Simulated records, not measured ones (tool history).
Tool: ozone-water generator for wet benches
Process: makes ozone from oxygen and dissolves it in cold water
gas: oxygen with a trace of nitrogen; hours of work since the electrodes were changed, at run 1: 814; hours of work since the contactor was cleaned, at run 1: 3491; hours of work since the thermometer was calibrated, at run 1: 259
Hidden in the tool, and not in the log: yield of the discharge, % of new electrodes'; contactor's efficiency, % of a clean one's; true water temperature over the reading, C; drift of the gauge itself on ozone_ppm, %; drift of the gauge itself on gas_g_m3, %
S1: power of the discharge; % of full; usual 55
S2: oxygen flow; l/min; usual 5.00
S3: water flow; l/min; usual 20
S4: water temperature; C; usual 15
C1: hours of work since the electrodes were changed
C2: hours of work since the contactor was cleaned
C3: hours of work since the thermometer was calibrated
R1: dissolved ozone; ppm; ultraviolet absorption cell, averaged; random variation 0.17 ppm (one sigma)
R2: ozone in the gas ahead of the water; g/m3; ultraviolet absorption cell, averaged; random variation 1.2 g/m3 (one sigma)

| run | hour | S1 | S2 | S3 | S4 | C1 | C2 | C3 | R1 | R2 |
|---|---|---|---|---|---|---|---|---|---|---|
| 1 | 0.0 | 55 | 5.00 | 20 | 15 | 814 | 3491 | 259 | 22.3 | 218.1 |
| 2 | 52.4 | 55 | 5.00 | 20 | 15 | 851 | 3528 | 296 | 22.2 | 219.3 |
| 3 | 100.3 | 55 | 5.00 | 19 | 15 | 885 | 3562 | 330 | 23.1 | 219.2 |
| 4 | 162.7 | 55 | 5.00 | 19 | 15 | 929 | 3607 | 374 | 22.8 | 218.1 |
| 5 | 220.5 | 55 | 5.00 | 20 | 15 | 970 | 3648 | 415 | 22.1 | 218.0 |
| 6 | 325.1 | 55 | 5.00 | 20 | 15 | 1044 | 3722 | 489 | 22.0 | 217.1 |
| 7 | 379.0 | 55 | 5.00 | 20 | 15 | 1082 | 3760 | 527 | 21.9 | 214.4 |
| 8 | 437.1 | 55 | 5.00 | 20 | 15 | 1123 | 3801 | 568 | 22.4 | 213.7 |
| 9 | 498.0 | 55 | 5.00 | 20 | 15 | 1166 | 3844 | 612 | 22.3 | 215.8 |
| 10 | 543.9 | 55 | 5.00 | 20 | 15 | 1199 | 3876 | 644 | 22.2 | 212.5 |
| 11 | 626.3 | 56 | 5.00 | 20 | 15 | 1257 | 3935 | 702 | 22.3 | 218.7 |
| 12 | 670.4 | 56 | 5.00 | 20 | 15 | 1288 | 3966 | 734 | 22.5 | 216.2 |
| 13 | 764.3 | 83 | 5.00 | 20 | 15 | 1355 | 4032 | 800 | 27.5 | 269.2 |
| 14 | 826.8 | 83 | 5.00 | 20 | 15 | 1399 | 4077 | 844 | 27.6 | 267.2 |
| 15 | 929.8 | 83 | 5.00 | 20 | 15 | 1472 | 4150 | 917 | 27.6 | 266.1 |
|  | 938.2 | gauge calibrated |
| 16 | 1028.3 | 83 | 5.00 | 20 | 15 | 1542 | 4219 | 987 | 28.0 | 273.2 |
| 17 | 1107.2 | 83 | 3.68 | 20 | 15 | 1598 | 4275 | 1043 | 27.0 | 319.0 |
| 18 | 1154.6 | 69 | 5.00 | 20 | 9 | 1631 | 4309 | 1076 | 26.9 | 243.6 |
| 19 | 1197.8 | 55 | 5.00 | 20 | 9 | 1662 | 4339 | 1107 | 23.8 | 218.3 |
| 20 | 1291.5 | 49 | 4.83 | 12 | 15 | 1728 | 4406 | 1173 | 31.6 | 207.2 |
| 21 | 1371.6 | 55 | 5.00 | 20 | 20 | 1785 | 4462 | 1230 | 20.7 | 218.0 |
| 22 | 1472.3 | 66 | 4.33 | 20 | 9 | 1856 | 4534 | 1301 | 26.0 | 257.1 |
| 23 | 1544.0 | 66 | 4.33 | 20 | 9 | 1907 | 4584 | 1352 | 26.1 | 255.7 |
| 24 | 1626.0 | 66 | 2.55 | 20 | 22 | 1965 | 4643 | 1410 | 20.9 | 338.4 |
| 25 | 1697.0 | 41 | 7.08 | 20 | 15 | 2015 | 4693 | 1460 | 19.0 | 152.8 |
| 26 | 1777.1 | 41 | 7.08 | 20 | 15 | 2072 | 4750 | 1517 | 19.1 | 151.1 |
| 27 | 1831.2 | 41 | 7.08 | 20 | 15 | 2110 | 4788 | 1555 | 18.7 | 151.2 |
| 28 | 1901.4 | 41 | 5.00 | 20 | 14 | 2160 | 4837 | 1605 | 19.1 | 182.2 |
| 29 | 1973.3 | 41 | 5.00 | 20 | 14 | 2211 | 4888 | 1656 | 18.8 | 182.9 |
| 30 | 2020.3 | 98 | 5.00 | 20 | 21 | 2244 | 4922 | 1689 | 27.9 | 288.8 |
| 31 | 2087.7 | 55 | 5.00 | 14 | 15 | 2292 | 4969 | 1737 | 29.8 | 212.7 |
| 32 | 2142.2 | 46 | 8.19 | 13 | 14 | 2330 | 5008 | 1776 | 27.5 | 149.9 |

The same runs without the tool's hidden state, with the same run-to-run variation:
| run | R2 |
|---|---|
| 1 | 218.2 |
| 2 | 219.7 |
| 3 | 220.0 |
| 4 | 219.3 |
| 5 | 219.6 |
| 6 | 219.4 |
| 7 | 217.0 |
| 8 | 216.7 |
| 9 | 219.2 |
| 10 | 216.2 |
| 11 | 223.1 |
| 12 | 220.8 |
| 13 | 275.8 |
| 14 | 274.3 |
| 15 | 274.1 |
| 16 | 274.1 |
| 17 | 320.9 |
| 18 | 245.4 |
| 19 | 220.2 |
| 20 | 209.6 |
| 21 | 221.1 |
| 22 | 261.6 |
| 23 | 260.8 |
| 24 | 345.9 |
| 25 | 156.5 |
| 26 | 155.2 |
| 27 | 155.6 |
| 28 | 187.9 |
| 29 | 189.0 |
| 30 | 299.0 |
| 31 | 220.6 |
| 32 | 155.7 |
R1: within 0.1 ppm of the measured result in every run.
